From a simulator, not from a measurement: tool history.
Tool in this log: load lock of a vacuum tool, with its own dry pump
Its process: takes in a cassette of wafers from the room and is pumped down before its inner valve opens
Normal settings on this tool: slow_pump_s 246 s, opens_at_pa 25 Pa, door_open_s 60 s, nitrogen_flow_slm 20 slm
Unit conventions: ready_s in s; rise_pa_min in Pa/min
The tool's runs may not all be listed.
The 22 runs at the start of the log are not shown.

| run | hour | slow_pump_s | opens_at_pa | door_open_s | nitrogen_flow_slm | incoming humidity of the room's air, % | ready_s | rise_pa_min |
|---|---|---|---|---|---|---|---|---|
| 23 | 1916.2 | 152 | 38 | 27 | 20 | 45.5 | 239.4 | 0.032 |
| 24 | 1996.8 | 152 | 30 | 200 | 14 | 47.7 | 242.3 | 0.061 |
| 25 | 2055.4 | 237 | 36 | 96 | 10 | 47.0 | 315.8 | 0.051 |
| 26 | 2160.8 | 237 | 45 | 52 | 11 | 45.6 | 312.1 | 0.044 |
| 27 | 2268.5 | 246 | 20 | 87 | 20 | 46.9 | 331.7 | 0.042 |
| 28 | 2344.6 | 191 | 25 | 52 | 15 | 44.7 | 279.8 | 0.042 |
| 29 | 2468.5 | 246 | 41 | 40 | 20 | 43.1 | 322.7 | 0.031 |
| 30 | 2527.1 | 246 | 41 | 40 | 20 | 45.7 | 321.3 | 0.031 |
| 31 | 2647.1 | 246 | 41 | 40 | 20 | 45.8 | 322.1 | 0.031 |
| 32 | 2709.1 | 246 | 41 | 40 | 20 | 50.7 | 321.9 | 0.039 |
| 33 | 2822.7 | 246 | 47 | 143 | 9 | 43.2 | 319.8 | 0.061 |
| 34 | 2882.3 | 333 | 47 | 143 | 9 | 46.9 | 397.0 | 0.060 |
| 35 | 2973.9 | 333 | 47 | 143 | 9 | 46.6 | 397.7 | 0.063 |
| 36 | 3067.3 | 191 | 22 | 60 | 6 | 43.9 | 281.0 | 0.046 |
| 37 | 3193.6 | 130 | 22 | 71 | 6 | 46.4 | 227.5 | 0.057 |

4 options for the next run, each taken on its own from the tool as it stands now. Forecast them:
| A | 3261.1 | 382 | 21 | 60 | 23 | 46.5 | ? | ? |
| B | 3261.1 | 161 | 23 | 32 | 20 | 42.4 | ? | ? |
| C | 3261.1 | 244 | 25 | 60 | 23 | 43.1 | ? | ? |
| D | 3261.1 | 130 | 25 | 71 | 6 | 43.6 | ? | ? |

| run | ready_s | rise_pa_min |
|---|---|---|
| A | 451.8 | 0.034 |
| B | 254.0 | 0.032 |
| C | 326.5 | 0.031 |
| D | 225.1 | 0.047 |
The same runs, with their run-to-run variation unchanged, on a tool lacking any hidden condition would have given:
| run | ready_s | rise_pa_min |
|---|---|---|
| A | 451.8 | 0.034 |
| B | 254.0 | 0.032 |
| C | 326.5 | 0.031 |
| D | 225.1 | 0.047 |
